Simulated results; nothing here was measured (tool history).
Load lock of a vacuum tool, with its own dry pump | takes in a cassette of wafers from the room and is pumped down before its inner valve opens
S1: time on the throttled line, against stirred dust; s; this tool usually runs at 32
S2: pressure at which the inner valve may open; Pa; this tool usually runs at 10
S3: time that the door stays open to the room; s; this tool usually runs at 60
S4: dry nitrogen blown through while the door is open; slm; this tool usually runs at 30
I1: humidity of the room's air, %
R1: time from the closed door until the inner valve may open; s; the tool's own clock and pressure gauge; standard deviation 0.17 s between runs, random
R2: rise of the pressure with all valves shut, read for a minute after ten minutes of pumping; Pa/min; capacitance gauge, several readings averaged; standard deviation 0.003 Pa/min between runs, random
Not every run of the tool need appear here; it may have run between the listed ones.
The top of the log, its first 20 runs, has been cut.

run,day,S1,S2,S3,S4,I1,R1,R2
21,312.671,32,10,60,22,40.9,61.4,0.624
22,324.354,32,10,60,22,44.6,61.4,0.626
23,339.167,32,8,80,30,41.0,62.5,0.660
24,353.062,22,8,80,7,43.2,54.1,0.722
25,374.204,25,10,52,31,44.1,55.9,0.713
26,388.475,32,14,205,11,41.7,60.5,0.817
# day 393.533: door's seal changed, seat wiped
27,409.883,32,18,44,30,43.8,59.8,0.059
# day 413.775: dry pump taken out, an overhauled one fitted
28,427.721,30,12,60,30,46.9,56.1,0.072
29,442.112,30,12,60,30,46.8,55.9,0.084
30,451.592,30,12,60,30,41.6,56.2,0.085
31,461.238,30,12,60,37,44.7,56.4,0.079
32,473.175,30,12,60,37,41.9,56.4,0.086
33,488.088,30,9,60,37,43.8,57.4,0.093
34,505.333,32,13,60,43,44.4,58.0,0.107
35,525.679,32,13,60,43,46.7,58.2,0.122
36,546.688,32,13,60,43,46.5,58.0,0.130

4 options for the next run, each taken on its own from the tool as it stands now. Forecast them:
A,557.088,32,11,145,35,43.6,?,?
B,557.088,26,10,60,40,44.1,?,?
C,557.088,32,13,60,15,45.2,?,?
D,557.088,32,13,60,41,44.0,?,?

run,R1,R2
A,58.6,0.165
B,53.9,0.144
C,58.5,0.163
D,58.1,0.142
Stripped of hidden state, with their random variation kept, the same runs would have yielded:
run,R1,R2
A,58.1,0.068
B,53.4,0.047
C,57.9,0.064
D,57.6,0.043

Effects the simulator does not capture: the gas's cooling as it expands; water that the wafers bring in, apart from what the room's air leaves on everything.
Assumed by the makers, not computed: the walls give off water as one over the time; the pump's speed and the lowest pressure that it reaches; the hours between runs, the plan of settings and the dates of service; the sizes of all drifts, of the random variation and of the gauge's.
